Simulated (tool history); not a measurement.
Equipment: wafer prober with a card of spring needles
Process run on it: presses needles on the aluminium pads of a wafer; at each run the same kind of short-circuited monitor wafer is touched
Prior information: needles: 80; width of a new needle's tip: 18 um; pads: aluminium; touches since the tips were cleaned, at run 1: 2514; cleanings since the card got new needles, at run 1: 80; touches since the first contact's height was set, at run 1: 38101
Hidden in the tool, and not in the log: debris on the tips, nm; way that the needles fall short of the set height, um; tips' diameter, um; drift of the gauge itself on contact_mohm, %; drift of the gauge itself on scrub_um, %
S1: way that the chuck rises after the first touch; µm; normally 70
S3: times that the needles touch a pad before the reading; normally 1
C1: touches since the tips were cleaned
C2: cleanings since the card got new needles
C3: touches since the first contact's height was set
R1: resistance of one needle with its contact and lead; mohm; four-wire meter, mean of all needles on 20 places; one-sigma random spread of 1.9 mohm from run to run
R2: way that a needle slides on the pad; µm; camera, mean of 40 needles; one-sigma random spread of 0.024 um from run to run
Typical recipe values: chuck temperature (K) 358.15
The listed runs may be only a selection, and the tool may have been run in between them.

run 1 hour=0.0 | S1=70 chuck_temperature_(K)=358.15 S3=1 | C1=2514 C2=80 C3=38101 | R1=197 R2=12.00
-- hour=6.6 tips cleaned on abrasive film
-- hour=16.6 tips cleaned on abrasive film
-- hour=26.9 tips cleaned on abrasive film
run 2 hour=27.4 | S1=90 chuck_temperature_(K)=358.15 S3=1 | C1=289 C2=83 C3=53408 | R1=193 R2=15.41
-- hour=36.4 tips cleaned on abrasive film
run 3 hour=44.1 | S1=90 chuck_temperature_(K)=358.15 S3=1 | C1=4351 C2=84 C3=62774 | R1=193 R2=15.33
-- hour=48.0 tips cleaned on abrasive film
-- hour=58.5 tips cleaned on abrasive film
run 4 hour=62.3 | S1=70 chuck_temperature_(K)=358.15 S3=1 | C1=2116 C2=86 C3=72957 | R1=198 R2=11.93
-- hour=68.5 tips cleaned on abrasive film
-- hour=78.4 tips cleaned on abrasive film
run 5 hour=85.7 | S1=70 chuck_temperature_(K)=331.15 S3=1 | C1=4138 C2=88 C3=86101 | R1=190 R2=11.88
-- hour=88.2 tips cleaned on abrasive film
-- hour=98.5 tips cleaned on abrasive film
run 6 hour=103.6 | S1=70 chuck_temperature_(K)=331.15 S3=1 | C1=2862 C2=90 C3=96088 | R1=190 R2=11.86
-- hour=108.4 tips cleaned on abrasive film
-- hour=118.6 tips cleaned on abrasive film
run 7 hour=127.6 | S1=70 chuck_temperature_(K)=331.15 S3=1 | C1=5092 C2=92 C3=109510 | R1=192 R2=11.88
-- hour=130.0 tips cleaned on abrasive film
-- hour=140.6 tips cleaned on abrasive film
-- hour=142.1 height of the first contact set anew
run 8 hour=142.1 | S1=70 chuck_temperature_(K)=331.15 S3=1 | C1=684 C2=94 C3=0 | R1=191 R2=11.81
-- hour=151.5 tips cleaned on abrasive film
run 9 hour=158.2 | S1=70 chuck_temperature_(K)=331.15 S3=1 | C1=3825 C2=95 C3=9068 | R1=190 R2=11.83
-- hour=162.7 tips cleaned on abrasive film
-- hour=172.9 tips cleaned on abrasive film
-- hour=182.5 tips cleaned on abrasive film
run 10 hour=188.6 | S1=70 chuck_temperature_(K)=331.15 S3=1 | C1=3437 C2=98 C3=26042 | R1=192 R2=11.75
-- hour=192.7 tips cleaned on abrasive film
-- hour=203.0 tips cleaned on abrasive film
run 11 hour=211.9 | S1=70 chuck_temperature_(K)=358.15 S3=1 | C1=5047 C2=100 C3=39119 | R1=197 R2=11.74
-- hour=213.9 tips cleaned on abrasive film
-- hour=223.7 tips cleaned on abrasive film
run 12 hour=232.4 | S1=70 chuck_temperature_(K)=358.15 S3=1 | C1=4900 C2=102 C3=50582 | R1=198 R2=11.72
-- hour=234.8 tips cleaned on abrasive film
-- hour=245.6 tips cleaned on abrasive film
-- hour=256.3 tips cleaned on abrasive film
run 13 hour=262.8 | S1=70 chuck_temperature_(K)=358.15 S3=1 | C1=3660 C2=105 C3=67604 | R1=192 R2=11.69
-- hour=266.8 tips cleaned on abrasive film
-- hour=276.3 tips cleaned on abrasive film
-- hour=286.3 tips cleaned on abrasive film
run 14 hour=286.3 | S1=70 chuck_temperature_(K)=358.15 S3=1 | C1=0 C2=108 C3=80711 | R1=195 R2=11.68
-- hour=297.2 tips cleaned on abrasive film
-- hour=308.8 tips cleaned on abrasive film
-- hour=311.1 gauge calibrated
-- hour=318.4 tips cleaned on abrasive film
run 15 hour=318.4 | S1=70 chuck_temperature_(K)=358.15 S3=1 | C1=0 C2=111 C3=98699 | R1=197 R2=11.99
-- hour=329.4 tips cleaned on abrasive film
-- hour=339.5 tips cleaned on abrasive film
run 16 hour=347.0 | S1=54 chuck_temperature_(K)=300.15 S3=1 | C1=4250 C2=113 C3=114746 | R1=188 R2=9.21
-- hour=349.5 tips cleaned on abrasive film
-- hour=351.6 height of the first contact set anew
-- hour=359.9 tips cleaned on abrasive film
-- hour=370.8 tips cleaned on abrasive film
-- hour=380.7 tips cleaned on abrasive film
run 17 hour=380.7 | S1=54 chuck_temperature_(K)=300.15 S3=1 | C1=0 C2=117 C3=16246 | R1=190 R2=9.18
-- hour=391.6 tips cleaned on abrasive film
-- hour=402.3 tips cleaned on abrasive film
-- hour=413.0 tips cleaned on abrasive film
run 18 hour=413.0 | S1=54 chuck_temperature_(K)=309.15 S3=1 | C1=0 C2=120 C3=34343 | R1=191 R2=9.15
-- hour=423.8 tips cleaned on abrasive film
-- hour=434.9 tips cleaned on abrasive film
run 19 hour=435.4 | S1=78 chuck_temperature_(K)=358.15 S3=2 | C1=268 C2=122 C3=46890 | R1=193 R2=13.24
-- hour=445.9 tips cleaned on abrasive film
run 20 hour=454.6 | S1=59 chuck_temperature_(K)=364.15 S3=2 | C1=4930 C2=123 C3=57675 | R1=203 R2=10.01
-- hour=456.5 tips cleaned on abrasive film
-- hour=466.3 tips cleaned on abrasive film
run 21 hour=474.8 | S1=80 chuck_temperature_(K)=352.15 S3=2 | C1=4795 C2=125 C3=68962 | R1=193 R2=13.50
-- hour=477.0 tips cleaned on abrasive film
-- hour=487.4 tips cleaned on abrasive film
-- hour=498.1 tips cleaned on abrasive film
run 22 hour=504.5 | S1=80 chuck_temperature_(K)=352.15 S3=2 | C1=3625 C2=128 C3=85604 | R1=193 R2=13.43
-- hour=508.4 tips cleaned on abrasive film
-- hour=519.1 tips cleaned on abrasive film
-- hour=529.3 tips cleaned on abrasive film
run 23 hour=535.8 | S1=80 chuck_temperature_(K)=352.15 S3=2 | C1=3709 C2=131 C3=103135 | R1=191 R2=13.41
-- hour=539.9 tips cleaned on abrasive film
-- hour=550.6 tips cleaned on abrasive film
-- hour=562.0 tips cleaned on abrasive film
-- hour=562.3 height of the first contact set anew
run 24 hour=569.8 | S1=73 chuck_temperature_(K)=352.15 S3=2 | C1=4249 C2=134 C3=4249 | R1=193 R2=12.21
-- hour=572.3 tips cleaned on abrasive film
-- hour=582.4 tips cleaned on abrasive film
-- hour=593.3 tips cleaned on abrasive film
run 25 hour=595.9 | S1=88 chuck_temperature_(K)=374.15 S3=1 | C1=1462 C2=137 C3=18812 | R1=199 R2=14.68
-- hour=603.7 tips cleaned on abrasive film
-- hour=614.8 tips cleaned on abrasive film
-- hour=625.2 tips cleaned on abrasive film
run 26 hour=625.2 | S1=88 chuck_temperature_(K)=374.15 S3=1 | C1=0 C2=140 C3=35180 | R1=196 R2=14.67
-- hour=635.5 tips cleaned on abrasive film
-- hour=645.8 tips cleaned on abrasive film
run 27 hour=651.5 | S1=76 chuck_temperature_(K)=358.15 S3=2 | C1=3242 C2=142 C3=49977 | R1=194 R2=12.63
-- hour=655.7 tips cleaned on abrasive film
-- hour=666.6 tips cleaned on abrasive film
run 28 hour=673.6 | S1=76 chuck_temperature_(K)=317.15 S3=2 | C1=3928 C2=144 C3=62298 | R1=186 R2=12.60
-- hour=678.3 tips cleaned on abrasive film
-- hour=690.0 tips cleaned on abrasive film
run 29 hour=690.5 | S1=76 chuck_temperature_(K)=317.15 S3=2 | C1=305 C2=146 C3=71790 | R1=188 R2=12.59
-- hour=700.7 tips cleaned on abrasive film
-- hour=711.3 tips cleaned on abrasive film
run 30 hour=719.4 | S1=56 chuck_temperature_(K)=365.15 S3=3 | C1=4585 C2=148 C3=87994 | R1=202 R2=9.20

Below are 3 alternative next runs, each starting from the tool's condition after run 30. Predict each:
-- hour=721.7 tips cleaned on abrasive film
-- hour=732.5 tips cleaned on abrasive film
run A hour=739.8 | S1=62 chuck_temperature_(K)=366.15 S3=1 | C1=4135 C2=150 C3=99416 | R1=? R2=?
-- hour=721.7 tips cleaned on abrasive film
-- hour=732.5 tips cleaned on abrasive film
run B hour=739.8 | S1=56 chuck_temperature_(K)=372.15 S3=3 | C1=4135 C2=150 C3=99416 | R1=? R2=?
-- hour=721.7 tips cleaned on abrasive film
-- hour=732.5 tips cleaned on abrasive film
run C hour=739.8 | S1=71 chuck_temperature_(K)=343.15 S3=2 | C1=4135 C2=150 C3=99416 | R1=? R2=?

run=A R1=201 R2=10.17
run=B R1=204 R2=9.21
run=C R1=193 R2=11.66
With the hidden condition removed and each run's random variation left untouched, the same runs would have given:
run=A R1=200 R2=10.61
run=B R1=203 R2=9.60
run=C R1=193 R2=12.15
